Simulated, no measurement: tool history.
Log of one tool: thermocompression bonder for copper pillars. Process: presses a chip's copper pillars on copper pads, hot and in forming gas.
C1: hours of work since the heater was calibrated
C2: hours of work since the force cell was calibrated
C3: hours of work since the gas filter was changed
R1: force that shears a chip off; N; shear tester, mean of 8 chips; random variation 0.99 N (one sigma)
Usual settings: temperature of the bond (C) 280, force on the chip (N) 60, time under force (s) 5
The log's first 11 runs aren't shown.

{"run": 12, "day": 4.875, "temperature of the bond (C)": 280, "force on the chip (N)": 60, "time under force (s)": 4, "C1": 24, "C2": 212, "C3": 358, "R1": 72.2}
{"run": 13, "day": 5.2, "temperature of the bond (C)": 280, "force on the chip (N)": 60, "time under force (s)": 9, "C1": 29, "C2": 216, "C3": 362, "R1": 89.9}
{"run": 14, "day": 5.483, "temperature of the bond (C)": 280, "force on the chip (N)": 60, "time under force (s)": 9, "C1": 33, "C2": 220, "C3": 366, "R1": 93.0}
{"day": 5.588, "done": "force cell calibrated"}
{"run": 15, "day": 6.154, "temperature of the bond (C)": 280, "force on the chip (N)": 60, "time under force (s)": 9, "C1": 41, "C2": 8, "C3": 374, "R1": 91.5}
{"run": 16, "day": 6.554, "temperature of the bond (C)": 280, "force on the chip (N)": 60, "time under force (s)": 9, "C1": 46, "C2": 13, "C3": 380, "R1": 90.3}
{"run": 17, "day": 6.867, "temperature of the bond (C)": 280, "force on the chip (N)": 46, "time under force (s)": 9, "C1": 51, "C2": 18, "C3": 384, "R1": 73.7}
{"run": 18, "day": 7.208, "temperature of the bond (C)": 280, "force on the chip (N)": 60, "time under force (s)": 5, "C1": 56, "C2": 22, "C3": 389, "R1": 76.4}
{"day": 7.554, "done": "force cell calibrated, once more"}
{"run": 19, "day": 7.554, "temperature of the bond (C)": 280, "force on the chip (N)": 60, "time under force (s)": 8, "C1": 59, "C2": 0, "C3": 393, "R1": 89.2}
{"run": 20, "day": 7.846, "temperature of the bond (C)": 280, "force on the chip (N)": 60, "time under force (s)": 5, "C1": 63, "C2": 4, "C3": 397, "R1": 77.6}
{"run": 21, "day": 8.412, "temperature of the bond (C)": 280, "force on the chip (N)": 60, "time under force (s)": 5, "C1": 71, "C2": 12, "C3": 405, "R1": 78.5}
{"run": 22, "day": 8.854, "temperature of the bond (C)": 280, "force on the chip (N)": 63, "time under force (s)": 3, "C1": 77, "C2": 18, "C3": 411, "R1": 68.1}
{"run": 23, "day": 9.35, "temperature of the bond (C)": 280, "force on the chip (N)": 63, "time under force (s)": 3, "C1": 84, "C2": 25, "C3": 418, "R1": 68.3}

Run 24 comes next. What will it give?
{"run": 24, "day": 9.888, "temperature of the bond (C)": 280, "force on the chip (N)": 63, "time under force (s)": 3, "C1": 92, "C2": 32, "C3": 425, "R1": "?"}

R1: 65.1 N
Without the tool's hidden state the same run would have given R1 72.9 N.
